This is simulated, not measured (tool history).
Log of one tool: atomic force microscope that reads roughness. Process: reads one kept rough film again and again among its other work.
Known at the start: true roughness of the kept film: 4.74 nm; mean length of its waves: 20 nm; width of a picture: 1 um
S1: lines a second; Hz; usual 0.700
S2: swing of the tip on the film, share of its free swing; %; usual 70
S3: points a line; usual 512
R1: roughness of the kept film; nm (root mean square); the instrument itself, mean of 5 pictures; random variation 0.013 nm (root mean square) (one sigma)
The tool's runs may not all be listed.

run   hour     S1  S2    S3     R1
  1    0.0  0.700  70   512  3.075
  2   29.6  1.883  70   512  2.907
  3   51.7  1.883  70   512  2.904
  4   68.3  1.883  70   512  2.888
  5   84.7  1.883  70   512  2.858
  6  117.3  1.883  70   512  2.914
     138.2  -- new tip fitted
  7  152.9  1.883  70   512  2.881
  8  173.6  1.883  70   512  2.886
  9  195.1  3.699  70   512  2.647
 10  219.2  0.700  70   512  3.069
 11  245.2  0.700  70   512  3.065
     274.7  -- new tip fitted
 12  279.0  0.700  72   512  3.065
 13  298.3  0.700  72   512  3.048
 14  329.3  0.700  88   512  2.919
 15  347.6  0.935  86   623  2.848
 16  368.9  0.935  55   623  3.144
 17  383.7  0.935  55   623  3.143
     411.2  -- new tip fitted
 18  412.5  0.935  55   623  3.150
 19  436.4  0.935  55   623  3.153
 20  452.7  0.935  63   299  3.042
 21  482.1  0.779  85   789  2.936
 22  516.1  0.700  57   294  3.076
 23  541.7  2.966  60  1022  2.932
     547.3  -- new tip fitted
 24  570.9  2.966  60  1022  2.978
 25  600.0  2.022  65   777  2.939
 26  617.9  1.747  66   777  2.983

The same runs without the tool's hidden state, with the same run-to-run variation:
The hidden state here: radius of the tip, nm; height scale over the true one, %; drift of the gauge itself on roughness_nm, %.
run     R1
  1  3.075
  2  2.911
  3  2.912
  4  2.898
  5  2.871
  6  2.931
  7  2.883
  8  2.891
  9  2.654
 10  3.082
 11  3.082
 12  3.066
 13  3.052
 14  2.927
 15  2.860
 16  3.160
 17  3.161
 18  3.150
 19  3.158
 20  3.049
 21  2.947
 22  3.093
 23  2.952
 24  2.982
 25  2.948
 26  2.995
